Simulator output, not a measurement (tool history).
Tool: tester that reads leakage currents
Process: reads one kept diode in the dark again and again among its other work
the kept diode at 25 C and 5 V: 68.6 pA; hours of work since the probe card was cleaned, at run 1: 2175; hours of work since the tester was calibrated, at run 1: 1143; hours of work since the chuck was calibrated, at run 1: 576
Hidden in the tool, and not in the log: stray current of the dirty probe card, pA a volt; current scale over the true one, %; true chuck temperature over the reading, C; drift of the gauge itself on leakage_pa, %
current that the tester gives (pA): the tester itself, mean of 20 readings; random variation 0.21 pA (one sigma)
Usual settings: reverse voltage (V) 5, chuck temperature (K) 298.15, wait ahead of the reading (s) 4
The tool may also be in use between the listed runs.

| run | day | reverse voltage (V) | chuck temperature (K) | wait ahead of the reading (s) | hours of work since the probe card was cleaned | hours of work since the tester was calibrated | hours of work since the chuck was calibrated | current that the tester gives (pA) |
|---|---|---|---|---|---|---|---|---|
| 1 | 0 | 5 | 298.15 | 4 | 2175 | 1143 | 576 | 76.57 |
|  | 1.029 | chuck's temperature calibrated |
| 2 | 2.229 | 5 | 298.15 | 4 | 2215 | 1183 | 22 | 70.59 |
| 3 | 5.867 | 5 | 298.15 | 0.42 | 2282 | 1251 | 90 | 74.17 |
| 4 | 8.383 | 4.34 | 298.15 | 4 | 2329 | 1297 | 137 | 68.49 |
| 5 | 11.1 | 4.34 | 298.15 | 4 | 2380 | 1348 | 187 | 68.67 |
| 6 | 13.242 | 14.29 | 298.15 | 4 | 2420 | 1388 | 227 | 107.23 |
| 7 | 17.688 | 5 | 298.15 | 4 | 2502 | 1470 | 310 | 73.45 |
| 8 | 20.883 | 5 | 298.15 | 4 | 2562 | 1530 | 369 | 73.84 |
| 9 | 22.95 | 5 | 298.15 | 4 | 2600 | 1568 | 408 | 74.5 |
| 10 | 25.321 | 5 | 298.15 | 4 | 2644 | 1612 | 452 | 75 |
| 11 | 29 | 5 | 298.15 | 4 | 2713 | 1681 | 520 | 75.8 |
| 12 | 32.675 | 1.5 | 332.15 | 0.33 | 2781 | 1749 | 588 | 794.03 |
|  | 33.088 | chuck's temperature calibrated |
| 13 | 35.088 | 6.57 | 332.15 | 4.73 | 2824 | 1792 | 37 | 1267.36 |
| 14 | 39.283 | 6.57 | 332.15 | 4.73 | 2902 | 1870 | 115 | 1290.42 |
| 15 | 42.25 | 5 | 315.15 | 0.42 | 2957 | 1926 | 170 | 317.73 |
| 16 | 45.254 | 9.67 | 298.15 | 1.49 | 3013 | 1981 | 226 | 96.57 |
| 17 | 49.596 | 9.29 | 300.15 | 0.62 | 3094 | 2062 | 307 | 116.26 |
| 18 | 52.271 | 5 | 316.15 | 4 | 3144 | 2112 | 357 | 346.93 |
| 19 | 55.204 | 5 | 316.15 | 4 | 3198 | 2166 | 411 | 348.85 |
| 20 | 57.733 | 5 | 316.15 | 4 | 3245 | 2213 | 458 | 352.42 |
| 21 | 61.012 | 2.71 | 310.15 | 1.16 | 3306 | 2274 | 519 | 174.83 |

The same runs without the tool's hidden state, with the same run-to-run variation:
| run | current that the tester gives (pA) |
|---|---|
| 1 | 68.57 |
| 2 | 69.06 |
| 3 | 71.98 |
| 4 | 66.09 |
| 5 | 65.79 |
| 6 | 99.86 |
| 7 | 69.08 |
| 8 | 68.9 |
| 9 | 69.15 |
| 10 | 69.17 |
| 11 | 69.23 |
| 12 | 745.29 |
| 13 | 1240.15 |
| 14 | 1253.04 |
| 15 | 304.65 |
| 16 | 88.55 |
| 17 | 106.51 |
| 18 | 325.76 |
| 19 | 325.55 |
| 20 | 327.03 |
| 21 | 160.54 |

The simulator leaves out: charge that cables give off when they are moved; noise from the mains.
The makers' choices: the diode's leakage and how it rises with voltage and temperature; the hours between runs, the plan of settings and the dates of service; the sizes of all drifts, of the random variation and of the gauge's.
